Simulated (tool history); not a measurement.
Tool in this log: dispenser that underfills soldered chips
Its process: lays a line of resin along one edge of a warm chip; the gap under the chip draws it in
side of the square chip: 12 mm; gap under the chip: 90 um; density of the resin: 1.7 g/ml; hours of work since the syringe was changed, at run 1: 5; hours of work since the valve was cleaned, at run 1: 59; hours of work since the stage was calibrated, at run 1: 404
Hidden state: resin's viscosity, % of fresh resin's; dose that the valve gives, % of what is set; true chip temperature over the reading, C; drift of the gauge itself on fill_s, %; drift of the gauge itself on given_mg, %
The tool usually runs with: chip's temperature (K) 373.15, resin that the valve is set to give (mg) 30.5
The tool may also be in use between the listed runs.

run,day,chip's temperature (K),resin that the valve is set to give (mg),hours of work since the syringe was changed,hours of work since the valve was cleaned,hours of work since the stage was calibrated,time until the resin shows at the far edge (s),resin that the valve gave (mg)
1,0,373.15,30.5,5,59,404,53,29.26
# day 0.171: new syringe of resin
# day 0.688: new syringe of resin
2,0.692,373.15,36.1,0,70,415,32.4,34.84
3,1.038,373.15,36.1,6,75,420,52.1,34.69
# day 1.196: new syringe of resin
4,1.633,373.15,36.1,7,85,430,59.3,34.41
# day 1.7: new syringe of resin
# day 2.162: new syringe of resin
5,2.254,373.15,36.1,2,95,440,37.5,34.58
# day 2.629: new syringe of resin
6,2.629,373.15,36.1,0,100,446,31.9,34.14
7,3.067,373.15,36.1,7,108,453,57.5,34.31
# day 3.121: new syringe of resin
# day 3.608: new syringe of resin
8,3.692,387.15,30.5,1,117,463,25,28.82
# day 4.079: new syringe of resin
9,4.092,373.15,30.5,0,124,469,34,28.67
10,4.362,373.15,30.5,5,128,473,50.2,28.56
# day 4.554: new syringe of resin
# day 4.938: dispensing valve cleaned and set on the balance
# day 4.979: stage's temperature calibrated
11,5.079,373.15,30.5,7,2,2,66.5,30.6
# day 5.138: new syringe of resin
12,5.5,373.15,30.5,6,8,8,62.7,30.71
# day 5.617: new syringe of resin
13,5.996,362.15,30.5,6,16,16,89.4,30.28
# day 6.117: new syringe of resin
14,6.404,362.15,30.5,5,23,23,80.4,30.34
# day 6.579: new syringe of resin
# day 7.067: new syringe of resin
15,7.079,362.15,30.5,0,33,33,56.4,30.13
16,7.512,376.15,30.5,7,41,41,62.1,29.81
# day 7.558: new syringe of resin
# day 8.046: new syringe of resin
17,8.188,376.15,30.5,2,51,51,39.3,29.86
# day 8.521: new syringe of resin
18,8.862,376.15,30.5,6,62,62,54.7,29.51
# day 8.996: new syringe of resin
19,9.296,384.15,32.5,5,69,69,37.3,31.82
# day 9.475: new syringe of resin
# day 9.946: new syringe of resin
20,9.946,363.15,26.9,0,79,79,55.3,25.9
# day 10.454: new syringe of resin
21,10.592,376.15,38.4,2,90,90,38.4,37.11
# day 10.942: new syringe of resin
22,11,385.15,36.8,1,96,96,25.9,35.11
# day 11.421: new syringe of resin
23,11.425,381.15,30.5,0,103,103,28.2,29.17
# day 11.888: new syringe of resin
24,12,361.15,28,2,112,112,65.6,26.56
# day 12.392: new syringe of resin
25,12.604,361.15,28,3,122,122,78.2,26.45
# day 12.892: new syringe of resin
26,13.254,360.15,29.1,6,132,132,97.1,27.47
# day 13.358: new syringe of resin
# day 13.592: dispensing valve cleaned and set on the balance
27,13.704,381.15,27,5,2,139,42.7,26.82
# day 13.862: new syringe of resin
28,14.192,381.15,27,5,10,147,44.8,26.87
# day 14.338: new syringe of resin
29,14.758,370.15,28.3,7,19,156,72.1,27.99
# day 14.817: new syringe of resin
30,15.058,387.15,28.3,4,23,160,32.7,27.94
# day 15.317: new syringe of resin
31,15.412,379.15,38.3,2,29,166,33.3,37.73
# day 15.8: new syringe of resin
32,16.092,379.15,38.3,5,40,177,41.8,37.38

Branching from run 32: 3 alternative next runs. What would each branch give?
# day 16.304: new syringe of resin
A,16.579,365.15,30.7,5,48,185,?,?
# day 16.304: new syringe of resin
B,16.579,383.15,31.2,5,48,185,?,?
# day 16.304: new syringe of resin
C,16.579,380.15,32.2,5,48,185,?,?

run,time until the resin shows at the far edge (s),resin that the valve gave (mg)
A,67.2,30.16
B,37.1,30.72
C,40.8,31.59
Without the tool's unlogged condition, the same runs would have read:
run,time until the resin shows at the far edge (s),resin that the valve gave (mg)
A,48.9,30.9
B,26.9,31.47
C,29.8,32.37
